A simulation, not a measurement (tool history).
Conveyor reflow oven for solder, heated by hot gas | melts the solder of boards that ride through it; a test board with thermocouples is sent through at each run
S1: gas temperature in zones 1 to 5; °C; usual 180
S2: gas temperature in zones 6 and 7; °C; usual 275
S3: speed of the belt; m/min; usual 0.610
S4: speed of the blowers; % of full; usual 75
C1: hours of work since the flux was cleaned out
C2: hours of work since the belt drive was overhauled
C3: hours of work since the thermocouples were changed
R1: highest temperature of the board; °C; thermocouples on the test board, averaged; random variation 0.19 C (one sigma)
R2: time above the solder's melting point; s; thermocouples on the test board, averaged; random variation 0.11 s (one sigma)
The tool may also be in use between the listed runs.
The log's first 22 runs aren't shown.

run 23 hour=389.0 | S1=180 S2=280 S3=0.619 S4=52 | C1=162 C2=485 C3=139 | R1=257.0 R2=54.8
run 24 hour=413.5 | S1=180 S2=286 S3=0.629 S4=75 | C1=174 C2=497 C3=151 | R1=266.9 R2=59.4
run 25 hour=435.4 | S1=185 S2=283 S3=0.670 S4=79 | C1=185 C2=508 C3=161 | R1=263.8 R2=55.7
run 26 hour=451.5 | S1=180 S2=274 S3=0.610 S4=55 | C1=193 C2=516 C3=169 | R1=253.6 R2=53.4
-- hour=470.6 flux residue cleaned out of gas plates and filters
run 27 hour=473.5 | S1=171 S2=274 S3=0.552 S4=55 | C1=1 C2=524 C3=177 | R1=255.9 R2=58.7
run 28 hour=493.9 | S1=193 S2=285 S3=0.494 S4=71 | C1=11 C2=534 C3=187 | R1=275.0 R2=84.8
run 29 hour=515.9 | S1=194 S2=275 S3=0.494 S4=69 | C1=22 C2=545 C3=198 | R1=265.3 R2=81.8
run 30 hour=526.6 | S1=194 S2=275 S3=0.494 S4=69 | C1=27 C2=550 C3=203 | R1=265.4 R2=81.5

5 ways to go on from here, each from the tool as it stands after run 30. What would each give?
run A hour=538.1 | S1=180 S2=284 S3=0.584 S4=85 | C1=33 C2=555 C3=209 | R1=? R2=?
run B hour=538.1 | S1=180 S2=275 S3=0.598 S4=54 | C1=33 C2=555 C3=209 | R1=? R2=?
run C hour=538.1 | S1=180 S2=275 S3=0.682 S4=61 | C1=33 C2=555 C3=209 | R1=? R2=?
run D hour=538.1 | S1=194 S2=290 S3=0.653 S4=69 | C1=33 C2=555 C3=209 | R1=? R2=?
run E hour=538.1 | S1=174 S2=287 S3=0.494 S4=53 | C1=33 C2=555 C3=209 | R1=? R2=?

run=A R1=269.8 R2=65.6
run=B R1=255.0 R2=56.3
run=C R1=252.3 R2=47.0
run=D R1=271.1 R2=63.6
run=E R1=271.1 R2=76.2
Without the tool's hidden state the same runs would have given:
run=A R1=270.9 R2=65.6
run=B R1=256.0 R2=56.5
run=C R1=253.3 R2=47.3
run=D R1=272.2 R2=63.6
run=E R1=272.1 R2=76.3
